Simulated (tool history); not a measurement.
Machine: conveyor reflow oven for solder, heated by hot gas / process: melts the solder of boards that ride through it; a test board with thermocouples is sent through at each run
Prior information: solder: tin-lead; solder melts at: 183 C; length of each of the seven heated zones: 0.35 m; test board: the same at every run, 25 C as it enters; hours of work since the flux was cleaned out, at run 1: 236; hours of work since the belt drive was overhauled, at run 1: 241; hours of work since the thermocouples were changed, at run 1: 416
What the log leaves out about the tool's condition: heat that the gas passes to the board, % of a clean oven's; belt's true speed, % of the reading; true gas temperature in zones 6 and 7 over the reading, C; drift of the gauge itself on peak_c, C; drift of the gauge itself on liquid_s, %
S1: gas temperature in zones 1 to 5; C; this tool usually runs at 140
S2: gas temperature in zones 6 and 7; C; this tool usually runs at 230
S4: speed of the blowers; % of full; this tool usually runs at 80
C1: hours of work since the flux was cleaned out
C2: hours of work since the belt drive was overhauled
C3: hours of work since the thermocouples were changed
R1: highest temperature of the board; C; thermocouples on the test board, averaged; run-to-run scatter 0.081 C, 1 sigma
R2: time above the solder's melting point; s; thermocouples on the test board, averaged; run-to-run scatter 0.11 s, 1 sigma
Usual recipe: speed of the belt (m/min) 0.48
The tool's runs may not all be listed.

{"run": 1, "hour": 0.0, "S1": 140, "S2": 230, "speed of the belt (m/min)": 0.48, "S4": 80, "C1": 236, "C2": 241, "C3": 416, "R1": 219.67, "R2": 69.6}
{"run": 2, "hour": 11.5, "S1": 140, "S2": 230, "speed of the belt (m/min)": 0.48, "S4": 80, "C1": 243, "C2": 248, "C3": 423, "R1": 219.82, "R2": 69.6}
{"run": 3, "hour": 21.5, "S1": 140, "S2": 230, "speed of the belt (m/min)": 0.48, "S4": 80, "C1": 248, "C2": 253, "C3": 428, "R1": 219.68, "R2": 69.7}
{"run": 4, "hour": 34.6, "S1": 140, "S2": 230, "speed of the belt (m/min)": 0.48, "S4": 80, "C1": 255, "C2": 260, "C3": 435, "R1": 219.73, "R2": 69.6}
{"run": 5, "hour": 45.2, "S1": 140, "S2": 230, "speed of the belt (m/min)": 0.48, "S4": 67, "C1": 261, "C2": 266, "C3": 441, "R1": 217.35, "R2": 67.3}
{"run": 6, "hour": 52.4, "S1": 143, "S2": 230, "speed of the belt (m/min)": 0.48, "S4": 80, "C1": 265, "C2": 270, "C3": 445, "R1": 220.19, "R2": 71.4}
{"hour": 63.3, "done": "flux residue cleaned out of gas plates and filters"}
{"run": 7, "hour": 74.0, "S1": 140, "S2": 230, "speed of the belt (m/min)": 0.48, "S4": 80, "C1": 6, "C2": 279, "C3": 454, "R1": 219, "R2": 69}
{"run": 8, "hour": 85.7, "S1": 140, "S2": 230, "speed of the belt (m/min)": 0.48, "S4": 80, "C1": 12, "C2": 286, "C3": 461, "R1": 219.12, "R2": 69.1}
{"run": 9, "hour": 101.3, "S1": 140, "S2": 230, "speed of the belt (m/min)": 0.48, "S4": 80, "C1": 21, "C2": 294, "C3": 469, "R1": 219.03, "R2": 69.1}
{"run": 10, "hour": 108.7, "S1": 140, "S2": 230, "speed of the belt (m/min)": 0.48, "S4": 80, "C1": 25, "C2": 298, "C3": 473, "R1": 219.17, "R2": 69}
{"run": 11, "hour": 122.4, "S1": 140, "S2": 230, "speed of the belt (m/min)": 0.48, "S4": 80, "C1": 33, "C2": 306, "C3": 481, "R1": 218.96, "R2": 68.9}
{"run": 12, "hour": 139.6, "S1": 140, "S2": 230, "speed of the belt (m/min)": 0.48, "S4": 80, "C1": 42, "C2": 315, "C3": 490, "R1": 219.2, "R2": 68.9}
{"run": 13, "hour": 153.5, "S1": 140, "S2": 230, "speed of the belt (m/min)": 0.48, "S4": 80, "C1": 50, "C2": 323, "C3": 498, "R1": 219.29, "R2": 69.1}
{"hour": 164.4, "done": "flux residue cleaned out of gas plates and filters, once more"}
{"run": 14, "hour": 173.4, "S1": 140, "S2": 230, "speed of the belt (m/min)": 0.48, "S4": 80, "C1": 5, "C2": 331, "C3": 506, "R1": 220.79, "R2": 70.8}
{"run": 15, "hour": 185.4, "S1": 140, "S2": 230, "speed of the belt (m/min)": 0.48, "S4": 80, "C1": 12, "C2": 338, "C3": 513, "R1": 220.79, "R2": 70.9}
{"run": 16, "hour": 197.0, "S1": 129, "S2": 230, "speed of the belt (m/min)": 0.48, "S4": 80, "C1": 18, "C2": 344, "C3": 519, "R1": 219.33, "R2": 65.7}
{"run": 17, "hour": 204.8, "S1": 129, "S2": 222, "speed of the belt (m/min)": 0.48, "S4": 66, "C1": 22, "C2": 349, "C3": 523, "R1": 209.62, "R2": 55.6}
{"run": 18, "hour": 215.4, "S1": 127, "S2": 233, "speed of the belt (m/min)": 0.568, "S4": 70, "C1": 28, "C2": 354, "C3": 529, "R1": 214, "R2": 49.2}

Run 19, settings as shown, results not yet in. Your forecast:
{"run": 19, "hour": 227.3, "S1": 148, "S2": 239, "speed of the belt (m/min)": 0.461, "S4": 90, "C1": 35, "C2": 361, "C3": 536, "R1": "?", "R2": "?"}

{"run 19": {"R1": 232.22, "R2": 84.3}}
If the tool had no hidden condition, the same run with the same run-to-run variation would have returned R1 230.33 C, R2 82.9 s.

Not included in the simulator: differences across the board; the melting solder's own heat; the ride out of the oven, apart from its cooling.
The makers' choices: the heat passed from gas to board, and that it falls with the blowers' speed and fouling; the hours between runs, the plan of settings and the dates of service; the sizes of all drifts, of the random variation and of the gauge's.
